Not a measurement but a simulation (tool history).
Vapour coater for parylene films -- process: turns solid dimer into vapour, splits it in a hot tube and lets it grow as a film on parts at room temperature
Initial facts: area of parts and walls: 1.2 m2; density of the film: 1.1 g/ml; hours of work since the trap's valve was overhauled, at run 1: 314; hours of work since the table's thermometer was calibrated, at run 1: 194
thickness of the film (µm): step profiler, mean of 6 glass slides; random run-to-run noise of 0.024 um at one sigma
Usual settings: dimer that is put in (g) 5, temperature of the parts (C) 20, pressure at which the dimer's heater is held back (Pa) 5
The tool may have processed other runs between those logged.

| run | hour | dimer that is put in (g) | temperature of the parts (C) | pressure at which the dimer's heater is held back (Pa) | hours of work since the trap's valve was overhauled | hours of work since the table's thermometer was calibrated | thickness of the film (µm) |
|---|---|---|---|---|---|---|---|
| 1 | 0 | 5 | 20 | 5 | 314 | 194 | 1.64 |
| 2 | 57.6 | 7 | 20 | 5 | 352 | 232 | 2.2 |
| 3 | 121.1 | 7 | 20 | 5 | 394 | 274 | 2.26 |
| 4 | 176.6 | 7 | 20 | 5 | 431 | 311 | 2.26 |
| 5 | 214.3 | 7 | 20 | 5 | 456 | 336 | 2.19 |
| 6 | 241.5 | 5 | 20 | 6.5 | 474 | 354 | 1.46 |
| 7 | 275.8 | 5 | 20 | 6.5 | 496 | 376 | 1.47 |
| 8 | 333.1 | 5 | 20 | 5 | 534 | 414 | 1.5 |
| 9 | 372.9 | 5 | 20 | 5 | 560 | 440 | 1.53 |
| 10 | 432.6 | 5 | 20 | 5 | 600 | 480 | 1.49 |
| 11 | 470.3 | 5 | 20 | 5 | 625 | 505 | 1.57 |
| 12 | 515.9 | 5 | 20 | 5 | 655 | 535 | 1.5 |
|  | 532.2 | trap's valve overhauled |
| 13 | 549.2 | 5 | 20 | 5 | 11 | 554 | 1.77 |
| 14 | 588.9 | 5 | 20 | 5 | 37 | 580 | 1.71 |
| 15 | 637.6 | 5 | 20 | 5 | 70 | 613 | 1.74 |
| 16 | 678 | 5 | 20 | 5 | 96 | 639 | 1.7 |
| 17 | 713.2 | 5 | 20 | 5 | 120 | 662 | 1.69 |
| 18 | 761.2 | 5 | 20 | 5 | 151 | 694 | 1.67 |
| 19 | 808.3 | 5 | 20 | 5 | 182 | 725 | 1.69 |
| 20 | 834.5 | 5 | 20 | 5 | 200 | 742 | 1.67 |
| 21 | 869.3 | 5 | 20 | 5 | 223 | 765 | 1.7 |
| 22 | 895.8 | 5 | 20 | 5 | 240 | 783 | 1.67 |

Expected results for the next run?
| 23 | 940 | 4 | 13 | 5 | 269 | 812 | ? |

{"run 23": {"thickness of the film (µm)": 1.72}}
On a tool with no hidden condition, and with the same random variation, this run would have come out at thickness of the film (µm) 1.86.
